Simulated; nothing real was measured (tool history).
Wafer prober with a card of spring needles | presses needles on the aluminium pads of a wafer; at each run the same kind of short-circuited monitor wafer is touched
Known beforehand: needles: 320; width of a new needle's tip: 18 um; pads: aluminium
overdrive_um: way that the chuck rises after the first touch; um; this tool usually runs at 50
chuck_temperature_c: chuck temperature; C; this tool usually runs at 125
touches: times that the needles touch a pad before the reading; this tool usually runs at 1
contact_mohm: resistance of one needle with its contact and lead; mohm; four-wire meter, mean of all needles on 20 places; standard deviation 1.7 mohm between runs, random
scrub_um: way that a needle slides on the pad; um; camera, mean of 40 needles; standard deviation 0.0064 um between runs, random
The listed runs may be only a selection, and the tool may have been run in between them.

run 1 day=0 | overdrive_um=50 chuck_temperature_c=125 touches=1 | contact_mohm=171 scrub_um=6.386
-- day=1.808 tips cleaned on abrasive film
run 2 day=2.238 | overdrive_um=50 chuck_temperature_c=125 touches=1 | contact_mohm=165 scrub_um=6.358
-- day=3.821 tips cleaned on abrasive film
run 3 day=5.283 | overdrive_um=50 chuck_temperature_c=125 touches=1 | contact_mohm=170 scrub_um=6.371
-- day=5.762 tips cleaned on abrasive film
run 4 day=7.562 | overdrive_um=50 chuck_temperature_c=125 touches=1 | contact_mohm=170 scrub_um=6.355
-- day=7.871 tips cleaned on abrasive film
-- day=9.712 tips cleaned on abrasive film
run 5 day=10.579 | overdrive_um=50 chuck_temperature_c=125 touches=1 | contact_mohm=171 scrub_um=6.349
-- day=11.746 tips cleaned on abrasive film
run 6 day=12.2 | overdrive_um=50 chuck_temperature_c=125 touches=1 | contact_mohm=166 scrub_um=6.333
-- day=13.625 tips cleaned on abrasive film
-- day=15.462 tips cleaned on abrasive film
run 7 day=15.462 | overdrive_um=50 chuck_temperature_c=125 touches=3 | contact_mohm=173 scrub_um=6.339
-- day=17.362 tips cleaned on abrasive film
run 8 day=18.121 | overdrive_um=50 chuck_temperature_c=125 touches=3 | contact_mohm=173 scrub_um=6.312
-- day=19.408 tips cleaned on abrasive film
run 9 day=20.604 | overdrive_um=50 chuck_temperature_c=44 touches=1 | contact_mohm=154 scrub_um=6.319
-- day=21.338 tips cleaned on abrasive film
-- day=22.921 height of the first contact set anew
-- day=23.196 tips cleaned on abrasive film
run 10 day=23.883 | overdrive_um=35 chuck_temperature_c=44 touches=1 | contact_mohm=162 scrub_um=4.414
-- day=25.133 tips cleaned on abrasive film
run 11 day=25.512 | overdrive_um=35 chuck_temperature_c=44 touches=1 | contact_mohm=163 scrub_um=4.421
-- day=27.071 tips cleaned on abrasive film
run 12 day=28.458 | overdrive_um=65 chuck_temperature_c=44 touches=1 | contact_mohm=151 scrub_um=8.168
-- day=28.925 tips cleaned on abrasive film
-- day=30.771 tips cleaned on abrasive film
run 13 day=31.554 | overdrive_um=65 chuck_temperature_c=44 touches=1 | contact_mohm=150 scrub_um=8.169
-- day=32.646 tips cleaned on abrasive film
run 14 day=34.183 | overdrive_um=65 chuck_temperature_c=44 touches=1 | contact_mohm=150 scrub_um=8.155
-- day=34.575 tips cleaned on abrasive film
-- day=36.583 tips cleaned on abrasive film
run 15 day=36.704 | overdrive_um=65 chuck_temperature_c=44 touches=1 | contact_mohm=150 scrub_um=8.142
-- day=38.425 tips cleaned on abrasive film
run 16 day=39.058 | overdrive_um=50 chuck_temperature_c=54 touches=1 | contact_mohm=155 scrub_um=6.259
-- day=40.358 tips cleaned on abrasive film
run 17 day=40.5 | overdrive_um=50 chuck_temperature_c=125 touches=2 | contact_mohm=170 scrub_um=6.257
-- day=40.804 gauge calibrated
-- day=42.296 tips cleaned on abrasive film
run 18 day=43.175 | overdrive_um=60 chuck_temperature_c=78 touches=1 | contact_mohm=158 scrub_um=7.651
-- day=44.242 tips cleaned on abrasive film
-- day=46.183 tips cleaned on abrasive film
run 19 day=46.488 | overdrive_um=50 chuck_temperature_c=125 touches=2 | contact_mohm=169 scrub_um=6.356
-- day=48.171 tips cleaned on abrasive film
-- day=48.183 height of the first contact set anew
run 20 day=48.317 | overdrive_um=50 chuck_temperature_c=125 touches=2 | contact_mohm=169 scrub_um=6.353
-- day=49.996 tips cleaned on abrasive film
run 21 day=50.283 | overdrive_um=36 chuck_temperature_c=125 touches=2 | contact_mohm=176 scrub_um=4.574
-- day=51.825 tips cleaned on abrasive film
run 22 day=53.258 | overdrive_um=61 chuck_temperature_c=50 touches=2 | contact_mohm=154 scrub_um=7.739
-- day=53.675 tips cleaned on abrasive film
-- day=55.592 tips cleaned on abrasive film
run 23 day=56.542 | overdrive_um=36 chuck_temperature_c=125 touches=2 | contact_mohm=176 scrub_um=4.55
-- day=57.579 tips cleaned on abrasive film
-- day=59.471 tips cleaned on abrasive film
run 24 day=59.529 | overdrive_um=36 chuck_temperature_c=125 touches=2 | contact_mohm=179 scrub_um=4.564
-- day=61.346 tips cleaned on abrasive film
run 25 day=62.175 | overdrive_um=44 chuck_temperature_c=119 touches=2 | contact_mohm=171 scrub_um=5.55
-- day=63.158 tips cleaned on abrasive film
run 26 day=64.2 | overdrive_um=35 chuck_temperature_c=58 touches=2 | contact_mohm=165 scrub_um=4.415
-- day=65.2 tips cleaned on abrasive film
-- day=67.112 tips cleaned on abrasive film
run 27 day=67.388 | overdrive_um=63 chuck_temperature_c=37 touches=2 | contact_mohm=152 scrub_um=7.947
-- day=68.979 tips cleaned on abrasive film
run 28 day=70.229 | overdrive_um=40 chuck_temperature_c=65 touches=1 | contact_mohm=166 scrub_um=5.029
-- day=70.983 tips cleaned on abrasive film
run 29 day=72.612 | overdrive_um=56 chuck_temperature_c=125 touches=3 | contact_mohm=168 scrub_um=7.049
-- day=72.812 tips cleaned on abrasive film
-- day=73.379 height of the first contact set anew
-- day=74.883 tips cleaned on abrasive film
run 30 day=75.396 | overdrive_um=56 chuck_temperature_c=125 touches=3 | contact_mohm=166 scrub_um=7.028
-- day=76.829 tips cleaned on abrasive film
run 31 day=78.267 | overdrive_um=66 chuck_temperature_c=96 touches=2 | contact_mohm=162 scrub_um=8.28

For some of the steps in scrub_um from one run to the next: how much would appear even if the tool had no hidden state, given the settings, what came in and random variation, and how much remains for the hidden state plus any gauge scatter that the measured result and the result without hidden state don't share?
The tool's hidden condition here consists of: debris on the tips, nm; way that the needles fall short of the set height, um; tips' diameter, um; drift of the gauge itself on contact_mohm, %; drift of the gauge itself on scrub_um, %.
Run 11 -> 12: overdrive_um 35 -> 65, tips cleaned on abrasive film. scrub_um +3.747 um: hidden state -0.06, all else +3.807.
Run 17 -> 18: overdrive_um 50 -> 60, chuck_temperature_c 125 -> 78, touches 2 -> 1, gauge calibrated, tips cleaned on abrasive film. scrub_um +1.394 um: hidden state +0.118, all else +1.276.
Run 22 -> 23: overdrive_um 61 -> 36, chuck_temperature_c 50 -> 125, tips cleaned on abrasive film, tips cleaned on abrasive film. scrub_um -3.189 um: hidden state +0.012, all else -3.201.
Run 26 -> 27: overdrive_um 35 -> 63, chuck_temperature_c 58 -> 37, tips cleaned on abrasive film, tips cleaned on abrasive film. scrub_um +3.532 um: hidden state -0.053, all else +3.585.
